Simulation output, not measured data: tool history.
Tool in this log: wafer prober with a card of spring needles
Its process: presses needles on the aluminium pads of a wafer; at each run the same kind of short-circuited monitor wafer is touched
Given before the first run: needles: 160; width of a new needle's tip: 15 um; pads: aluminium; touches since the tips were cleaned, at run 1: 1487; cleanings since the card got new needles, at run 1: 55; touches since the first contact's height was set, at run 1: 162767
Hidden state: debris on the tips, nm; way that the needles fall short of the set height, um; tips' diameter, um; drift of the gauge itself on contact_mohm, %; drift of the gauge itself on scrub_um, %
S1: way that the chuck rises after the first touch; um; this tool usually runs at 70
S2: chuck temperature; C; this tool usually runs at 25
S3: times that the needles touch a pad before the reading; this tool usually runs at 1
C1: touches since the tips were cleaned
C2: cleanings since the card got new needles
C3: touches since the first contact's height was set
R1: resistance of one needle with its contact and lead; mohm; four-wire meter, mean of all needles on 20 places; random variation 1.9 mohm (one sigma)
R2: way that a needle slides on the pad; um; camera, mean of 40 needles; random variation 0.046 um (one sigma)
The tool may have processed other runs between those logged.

run,hour,S1,S2,S3,C1,C2,C3,R1,R2
1,0.0,70,25,1,1487,55,162767,245,12.34
# hour 3.6: tips cleaned on abrasive film
# hour 12.3: tips cleaned on abrasive film
# hour 21.1: tips cleaned on abrasive film
# hour 29.8: tips cleaned on abrasive film
# hour 38.6: tips cleaned on abrasive film
# hour 47.4: tips cleaned on abrasive film
# hour 56.1: tips cleaned on abrasive film
# hour 64.9: tips cleaned on abrasive film
# hour 71.9: tips cleaned on abrasive film
# hour 78.9: tips cleaned on abrasive film
# hour 87.7: tips cleaned on abrasive film
# hour 94.7: tips cleaned on abrasive film
2,101.0,70,25,1,2262,67,198788,256,12.20
# hour 102.8: tips cleaned on abrasive film
# hour 111.6: tips cleaned on abrasive film
# hour 120.4: tips cleaned on abrasive film
# hour 127.4: tips cleaned on abrasive film
# hour 134.4: tips cleaned on abrasive film
# hour 141.6: height of the first contact set anew
# hour 143.5: tips cleaned on abrasive film
# hour 152.2: tips cleaned on abrasive film
# hour 161.0: tips cleaned on abrasive film
# hour 169.8: tips cleaned on abrasive film
# hour 178.5: tips cleaned on abrasive film
# hour 187.3: tips cleaned on abrasive film
# hour 196.0: tips cleaned on abrasive film
3,197.6,70,25,1,550,79,19929,226,12.88
# hour 204.6: tips cleaned on abrasive film
# hour 211.6: tips cleaned on abrasive film
# hour 220.4: tips cleaned on abrasive film
# hour 227.4: tips cleaned on abrasive film
# hour 236.2: tips cleaned on abrasive film
# hour 243.2: tips cleaned on abrasive film
# hour 251.9: tips cleaned on abrasive film
4,255.1,70,25,1,1155,86,40462,236,12.89
# hour 260.4: tips cleaned on abrasive film
# hour 269.2: tips cleaned on abrasive film
# hour 276.2: tips cleaned on abrasive film
# hour 285.0: tips cleaned on abrasive film
# hour 292.0: tips cleaned on abrasive film
# hour 299.1: tips cleaned on abrasive film
# hour 307.8: tips cleaned on abrasive film
# hour 316.6: tips cleaned on abrasive film
# hour 323.6: tips cleaned on abrasive film
5,329.4,70,25,1,2105,95,66948,250,12.74
# hour 331.3: tips cleaned on abrasive film
# hour 338.3: tips cleaned on abrasive film
# hour 347.1: tips cleaned on abrasive film
# hour 354.1: tips cleaned on abrasive film
# hour 362.8: tips cleaned on abrasive film
# hour 369.9: tips cleaned on abrasive film
# hour 378.6: tips cleaned on abrasive film
# hour 385.7: tips cleaned on abrasive film
# hour 394.4: tips cleaned on abrasive film
# hour 401.7: tips cleaned on abrasive film
6,401.7,52,25,1,0,105,92656,214,9.27
# hour 408.7: tips cleaned on abrasive film
# hour 415.7: tips cleaned on abrasive film
# hour 424.5: tips cleaned on abrasive film
# hour 433.2: tips cleaned on abrasive film
# hour 440.3: tips cleaned on abrasive film
7,444.7,70,81,1,1585,110,107999,253,12.50
# hour 448.2: tips cleaned on abrasive film
# hour 455.3: tips cleaned on abrasive film
# hour 464.0: tips cleaned on abrasive film
# hour 471.0: tips cleaned on abrasive film
# hour 479.8: tips cleaned on abrasive film
# hour 488.6: tips cleaned on abrasive film
# hour 497.3: tips cleaned on abrasive film
8,503.4,70,81,1,2178,117,128930,264,12.43
# hour 505.2: tips cleaned on abrasive film
# hour 512.2: tips cleaned on abrasive film
# hour 519.2: tips cleaned on abrasive film
# hour 528.0: tips cleaned on abrasive film
# hour 535.0: tips cleaned on abrasive film
# hour 543.8: tips cleaned on abrasive film
9,544.2,81,25,1,137,123,143443,217,14.45
# hour 551.2: tips cleaned on abrasive film
# hour 560.0: tips cleaned on abrasive film
# hour 568.7: tips cleaned on abrasive film
# hour 577.5: tips cleaned on abrasive film
# hour 586.2: tips cleaned on abrasive film
# hour 593.3: tips cleaned on abrasive film
# hour 602.0: tips cleaned on abrasive film
10,604.0,70,25,1,728,130,164796,230,12.24
# hour 609.3: tips cleaned on abrasive film
# hour 618.1: tips cleaned on abrasive film
# hour 625.1: tips cleaned on abrasive film
# hour 633.9: tips cleaned on abrasive film
# hour 642.6: tips cleaned on abrasive film
# hour 651.4: tips cleaned on abrasive film
11,655.0,70,25,1,1300,136,182971,247,12.21
# hour 658.6: tips cleaned on abrasive film
# hour 665.6: tips cleaned on abrasive film
# hour 674.4: tips cleaned on abrasive film
# hour 681.4: tips cleaned on abrasive film
# hour 690.1: tips cleaned on abrasive film
# hour 697.2: tips cleaned on abrasive film
# hour 705.9: tips cleaned on abrasive film
12,706.4,70,25,1,151,143,201254,222,12.17
# hour 713.4: tips cleaned on abrasive film
# hour 720.4: tips cleaned on abrasive film
# hour 729.2: tips cleaned on abrasive film
# hour 737.9: tips cleaned on abrasive film
# hour 740.0: height of the first contact set anew
# hour 747.0: tips cleaned on abrasive film
# hour 754.0: tips cleaned on abrasive film
# hour 762.8: tips cleaned on abrasive film
# hour 769.8: tips cleaned on abrasive film
# hour 778.6: tips cleaned on abrasive film
# hour 785.6: tips cleaned on abrasive film
# hour 794.4: tips cleaned on abrasive film
# hour 801.4: tips cleaned on abrasive film
13,805.4,77,63,1,1467,155,23347,247,14.19
# hour 809.0: tips cleaned on abrasive film
# hour 816.0: tips cleaned on abrasive film
# hour 824.8: tips cleaned on abrasive film
# hour 831.8: tips cleaned on abrasive film
# hour 840.6: tips cleaned on abrasive film
# hour 847.6: tips cleaned on abrasive film
# hour 856.4: tips cleaned on abrasive film
# hour 863.4: tips cleaned on abrasive film
# hour 872.2: tips cleaned on abrasive film
# hour 880.9: tips cleaned on abrasive film
# hour 887.9: tips cleaned on abrasive film
# hour 896.7: tips cleaned on abrasive film
# hour 903.7: tips cleaned on abrasive film
14,906.2,70,35,1,880,168,59234,237,12.85
# hour 911.5: tips cleaned on abrasive film
# hour 920.2: tips cleaned on abrasive film
# hour 929.0: tips cleaned on abrasive film
# hour 936.0: tips cleaned on abrasive film
# hour 943.1: tips cleaned on abrasive film
# hour 950.1: tips cleaned on abrasive film
15,950.1,67,94,2,0,174,74878,224,12.19
# hour 958.9: tips cleaned on abrasive film
# hour 967.6: tips cleaned on abrasive film
# hour 974.6: tips cleaned on abrasive film
# hour 983.4: tips cleaned on abrasive film
# hour 990.4: tips cleaned on abrasive film
# hour 999.2: tips cleaned on abrasive film
# hour 1008.0: tips cleaned on abrasive film
# hour 1015.7: tips cleaned on abrasive film
16,1015.7,70,100,2,0,182,98268,227,12.59
# hour 1022.8: tips cleaned on abrasive film
# hour 1029.8: tips cleaned on abrasive film
# hour 1038.5: tips cleaned on abrasive film
# hour 1045.6: tips cleaned on abrasive film
# hour 1054.3: tips cleaned on abrasive film
# hour 1061.4: tips cleaned on abrasive film
# hour 1070.1: tips cleaned on abrasive film
# hour 1077.2: tips cleaned on abrasive film
# hour 1084.4: tips cleaned on abrasive film
17,1084.4,58,72,1,0,191,122746,227,10.20
# hour 1091.5: tips cleaned on abrasive film
# hour 1098.5: tips cleaned on abrasive film
# hour 1105.5: tips cleaned on abrasive film
# hour 1114.3: tips cleaned on abrasive film
# hour 1121.3: tips cleaned on abrasive film
# hour 1128.4: tips cleaned on abrasive film
# hour 1137.1: tips cleaned on abrasive film
# hour 1145.9: tips cleaned on abrasive film
# hour 1152.9: tips cleaned on abrasive film
# hour 1159.9: tips cleaned on abrasive film
# hour 1168.7: tips cleaned on abrasive film
18,1172.0,58,72,1,1204,202,153958,281,10.02
# hour 1177.3: tips cleaned on abrasive film
# hour 1186.1: tips cleaned on abrasive film
# hour 1193.1: tips cleaned on abrasive film
# hour 1201.9: tips cleaned on abrasive film
# hour 1208.9: tips cleaned on abrasive film
19,1215.7,58,72,1,2464,207,169549,292,10.03

What if the next run were any one of these 3? Each begins from the tool's condition after run 19:
# hour 1217.6: tips cleaned on abrasive film
# hour 1226.3: tips cleaned on abrasive film
# hour 1235.1: tips cleaned on abrasive film
# hour 1243.8: tips cleaned on abrasive film
# hour 1252.6: tips cleaned on abrasive film
# hour 1261.4: tips cleaned on abrasive film
# hour 1270.1: tips cleaned on abrasive film
# hour 1278.9: tips cleaned on abrasive film
# hour 1287.6: tips cleaned on abrasive film
A,1289.1,58,84,2,519,216,195698,?,?
# hour 1217.6: tips cleaned on abrasive film
# hour 1226.3: tips cleaned on abrasive film
# hour 1235.1: tips cleaned on abrasive film
# hour 1243.8: tips cleaned on abrasive film
# hour 1252.6: tips cleaned on abrasive film
# hour 1261.4: tips cleaned on abrasive film
# hour 1270.1: tips cleaned on abrasive film
# hour 1278.9: tips cleaned on abrasive film
# hour 1287.6: tips cleaned on abrasive film
B,1289.1,51,25,1,519,216,195698,?,?
# hour 1217.6: tips cleaned on abrasive film
# hour 1226.3: tips cleaned on abrasive film
# hour 1235.1: tips cleaned on abrasive film
# hour 1243.8: tips cleaned on abrasive film
# hour 1252.6: tips cleaned on abrasive film
# hour 1261.4: tips cleaned on abrasive film
# hour 1270.1: tips cleaned on abrasive film
# hour 1278.9: tips cleaned on abrasive film
# hour 1287.6: tips cleaned on abrasive film
C,1289.1,70,25,2,519,216,195698,?,?

run,R1,R2
A,243,9.92
B,259,8.55
C,222,12.16
The same runs, with their run-to-run variation unchanged, on a tool lacking any hidden condition would have given:
run,R1,R2
A,221,10.82
B,210,9.45
C,206,13.06

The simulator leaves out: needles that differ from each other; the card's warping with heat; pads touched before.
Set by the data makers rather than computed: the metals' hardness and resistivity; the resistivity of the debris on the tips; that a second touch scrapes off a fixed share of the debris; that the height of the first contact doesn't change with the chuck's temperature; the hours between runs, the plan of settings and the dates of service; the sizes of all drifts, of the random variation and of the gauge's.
